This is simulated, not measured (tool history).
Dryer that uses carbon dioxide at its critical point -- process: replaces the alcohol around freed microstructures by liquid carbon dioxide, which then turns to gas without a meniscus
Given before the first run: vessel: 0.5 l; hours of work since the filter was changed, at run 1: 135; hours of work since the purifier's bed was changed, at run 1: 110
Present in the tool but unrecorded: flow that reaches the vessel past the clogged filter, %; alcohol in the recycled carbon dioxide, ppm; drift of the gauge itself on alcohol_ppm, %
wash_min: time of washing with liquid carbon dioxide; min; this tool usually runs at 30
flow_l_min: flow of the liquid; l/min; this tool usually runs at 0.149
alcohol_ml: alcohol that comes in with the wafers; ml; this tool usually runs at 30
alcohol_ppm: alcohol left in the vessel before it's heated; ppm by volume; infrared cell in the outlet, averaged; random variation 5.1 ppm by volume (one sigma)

| run | hour | wash_min | flow_l_min | alcohol_ml | hours of work since the filter was changed | hours of work since the purifier's bed was changed | alcohol_ppm |
|---|---|---|---|---|---|---|---|
| 1 | 0.0 | 30 | 0.149 | 30 | 135 | 110 | 70 |
| 2 | 15.6 | 30 | 0.149 | 30 | 144 | 120 | 76 |
| 3 | 28.1 | 30 | 0.149 | 30 | 151 | 127 | 75 |
| 4 | 40.1 | 30 | 0.149 | 30 | 158 | 134 | 77 |
| 5 | 56.1 | 30 | 0.149 | 120 | 168 | 143 | 260 |
| 6 | 63.9 | 36 | 0.149 | 30 | 172 | 148 | 46 |
| 7 | 77.2 | 36 | 0.149 | 30 | 180 | 156 | 37 |
| 8 | 86.4 | 36 | 0.149 | 30 | 185 | 161 | 42 |
| 9 | 98.4 | 36 | 0.108 | 42 | 192 | 168 | 250 |
| 10 | 109.6 | 45 | 0.108 | 119 | 199 | 175 | 170 |
| 11 | 123.4 | 20 | 0.158 | 55 | 207 | 183 | 845 |
| 12 | 133.3 | 22 | 0.158 | 55 | 213 | 188 | 553 |
| 13 | 142.8 | 30 | 0.103 | 30 | 218 | 194 | 599 |
| 14 | 150.2 | 20 | 0.149 | 30 | 223 | 198 | 638 |
| 15 | 164.5 | 28 | 0.149 | 108 | 231 | 207 | 403 |

Alternative continuations, all from the tool just after run 15; predict every row:
| A | 181.1 | 24 | 0.112 | 48 | 241 | 216 | ? |
| B | 181.1 | 42 | 0.149 | 63 | 241 | 216 | ? |
| C | 181.1 | 38 | 0.149 | 50 | 241 | 216 | ? |
| D | 181.1 | 30 | 0.149 | 32 | 241 | 216 | ? |

| run | alcohol_ppm |
|---|---|
| A | 1674 |
| B | 41 |
| C | 52 |
| D | 106 |
Had the tool no hidden state, the same runs would have come out as:
| run | alcohol_ppm |
|---|---|
| A | 1329 |
| B | 12 |
| C | 20 |
| D | 59 |

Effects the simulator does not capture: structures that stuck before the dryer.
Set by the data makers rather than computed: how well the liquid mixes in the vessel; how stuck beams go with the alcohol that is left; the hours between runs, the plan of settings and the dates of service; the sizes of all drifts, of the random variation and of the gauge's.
